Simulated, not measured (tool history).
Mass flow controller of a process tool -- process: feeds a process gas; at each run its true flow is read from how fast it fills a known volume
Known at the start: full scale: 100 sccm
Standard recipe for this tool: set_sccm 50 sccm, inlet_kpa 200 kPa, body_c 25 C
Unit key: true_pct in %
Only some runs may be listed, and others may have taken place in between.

run,hour,set_sccm,inlet_kpa,body_c,true_pct
1,0.0,50,200,25,100.45
2,50.5,50,200,25,100.64
3,117.0,50,226,25,100.38
4,170.1,50,226,25,100.51
5,218.6,50,226,25,100.40
6,263.5,80,200,25,100.66
7,338.6,62,200,25,100.68
8,398.9,62,200,25,100.62
9,464.0,23,200,25,101.37
10,532.0,50,200,25,100.80
11,590.9,50,200,25,100.76
12,655.8,50,268,25,100.40
13,689.1,50,268,25,100.43
14,762.2,50,268,25,100.52
15,835.0,50,268,25,100.28
16,901.0,50,239,25,100.59
17,969.6,50,200,25,101.02
18,1010.0,50,220,25,100.90
19,1050.3,50,220,25,100.92
20,1127.0,50,220,25,100.85
21,1198.7,50,220,25,100.79
22,1244.5,50,220,25,100.84
23,1293.3,50,220,22,100.67
24,1337.3,50,220,22,100.72

Estimate the outcome of run 25 from the log above:
25,1382.4,50,220,38,?

true_pct: 102.23 %
Minus the tool's unlogged condition, the same run would have read true_pct 100.89 %.
